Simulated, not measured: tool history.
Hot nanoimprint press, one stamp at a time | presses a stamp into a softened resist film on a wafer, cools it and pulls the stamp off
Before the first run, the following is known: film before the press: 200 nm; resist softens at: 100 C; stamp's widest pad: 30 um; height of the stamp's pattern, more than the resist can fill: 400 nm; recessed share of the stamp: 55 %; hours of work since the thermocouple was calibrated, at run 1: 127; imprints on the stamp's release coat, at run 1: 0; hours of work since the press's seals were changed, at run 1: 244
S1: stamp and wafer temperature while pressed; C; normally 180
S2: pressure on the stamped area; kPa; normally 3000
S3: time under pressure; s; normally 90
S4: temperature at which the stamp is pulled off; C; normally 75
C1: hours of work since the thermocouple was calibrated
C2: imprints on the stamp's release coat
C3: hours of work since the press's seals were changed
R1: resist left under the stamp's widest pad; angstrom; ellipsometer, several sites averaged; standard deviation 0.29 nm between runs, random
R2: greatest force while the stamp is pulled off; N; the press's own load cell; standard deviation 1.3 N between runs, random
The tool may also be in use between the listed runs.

| run | day | S1 | S2 | S3 | S4 | C1 | C2 | C3 | R1 | R2 |
|---|---|---|---|---|---|---|---|---|---|---|
| 1 | 0.000 | 180 | 3000 | 90 | 75 | 127 | 0 | 244 | 1169 | 157 |
| 2 | 3.517 | 180 | 3000 | 90 | 75 | 162 | 209 | 279 | 1170 | 156 |
| 3 | 5.379 | 180 | 3000 | 90 | 67 | 181 | 320 | 298 | 1168 | 173 |
| 4 | 7.292 | 180 | 3000 | 90 | 67 | 200 | 433 | 317 | 1161 | 170 |
| 5 | 10.392 | 180 | 3000 | 90 | 75 | 231 | 617 | 348 | 1175 | 156 |
|  | 11.988 | stamp cleaned and given a new release coat |
| 6 | 12.383 | 180 | 3000 | 90 | 75 | 249 | 24 | 366 | 1168 | 153 |
| 7 | 14.338 | 180 | 3000 | 90 | 70 | 268 | 140 | 386 | 1160 | 167 |
| 8 | 16.375 | 180 | 3000 | 90 | 70 | 289 | 261 | 406 | 1165 | 167 |
| 9 | 18.717 | 180 | 3000 | 90 | 70 | 312 | 400 | 429 | 1166 | 166 |
| 10 | 20.558 | 180 | 3000 | 90 | 70 | 331 | 510 | 448 | 1166 | 167 |
| 11 | 22.475 | 180 | 3000 | 90 | 70 | 350 | 623 | 467 | 1167 | 166 |
|  | 23.942 | stamp cleaned and given a new release coat |
|  | 26.654 | plate thermocouple calibrated |
| 12 | 26.788 | 180 | 3000 | 90 | 70 | 1 | 161 | 507 | 1167 | 168 |
| 13 | 29.238 | 180 | 3000 | 90 | 70 | 26 | 307 | 531 | 1168 | 167 |
| 14 | 31.412 | 170 | 2180 | 90 | 71 | 48 | 436 | 553 | 1654 | 165 |
| 15 | 34.154 | 173 | 4350 | 62 | 74 | 75 | 599 | 581 | 1407 | 160 |
|  | 36.175 | stamp cleaned and given a new release coat |
| 16 | 36.929 | 191 | 3510 | 60 | 79 | 101 | 45 | 606 | 881 | 149 |
|  | 39.117 | press's hydraulic seals changed and the load cell set to zero |
| 17 | 40.738 | 176 | 3000 | 159 | 75 | 135 | 251 | 16 | 1113 | 156 |
| 18 | 42.404 | 175 | 3000 | 125 | 75 | 152 | 350 | 33 | 1243 | 158 |
| 19 | 44.708 | 175 | 3000 | 125 | 75 | 175 | 487 | 56 | 1233 | 158 |
|  | 48.467 | stamp cleaned and given a new release coat |
| 20 | 48.467 | 175 | 2200 | 177 | 75 | 211 | 0 | 91 | 1244 | 156 |
| 21 | 50.721 | 184 | 2550 | 53 | 75 | 233 | 133 | 114 | 1286 | 155 |
| 22 | 54.492 | 180 | 2920 | 83 | 73 | 271 | 357 | 152 | 1209 | 158 |
| 23 | 57.825 | 180 | 4560 | 77 | 75 | 304 | 555 | 185 | 1044 | 155 |

Below are 5 alternative next runs, each starting from the tool's condition after run 23. Predict each:
|  | 60.525 | stamp cleaned and given a new release coat |
| A | 61.788 | 175 | 4560 | 77 | 75 | 342 | 75 | 222 | ? | ? |
|  | 60.525 | stamp cleaned and given a new release coat |
| B | 61.788 | 172 | 4560 | 67 | 75 | 342 | 75 | 222 | ? | ? |
|  | 60.525 | stamp cleaned and given a new release coat |
| C | 61.788 | 180 | 3450 | 77 | 75 | 342 | 75 | 222 | ? | ? |
|  | 60.525 | stamp cleaned and given a new release coat |
| D | 61.788 | 180 | 4560 | 77 | 83 | 342 | 75 | 222 | ? | ? |
|  | 60.525 | stamp cleaned and given a new release coat |
| E | 61.788 | 171 | 4560 | 77 | 75 | 342 | 75 | 222 | ? | ? |

| run | R1 | R2 |
|---|---|---|
| A | 1230 | 154 |
| B | 1399 | 155 |
| C | 1164 | 156 |
| D | 1044 | 137 |
| E | 1398 | 154 |
The same runs, with their run-to-run variation unchanged, on a tool lacking any hidden condition would have given:
| run | R1 | R2 |
|---|---|---|
| A | 1230 | 154 |
| B | 1400 | 155 |
| C | 1164 | 156 |
| D | 1045 | 137 |
| E | 1398 | 154 |

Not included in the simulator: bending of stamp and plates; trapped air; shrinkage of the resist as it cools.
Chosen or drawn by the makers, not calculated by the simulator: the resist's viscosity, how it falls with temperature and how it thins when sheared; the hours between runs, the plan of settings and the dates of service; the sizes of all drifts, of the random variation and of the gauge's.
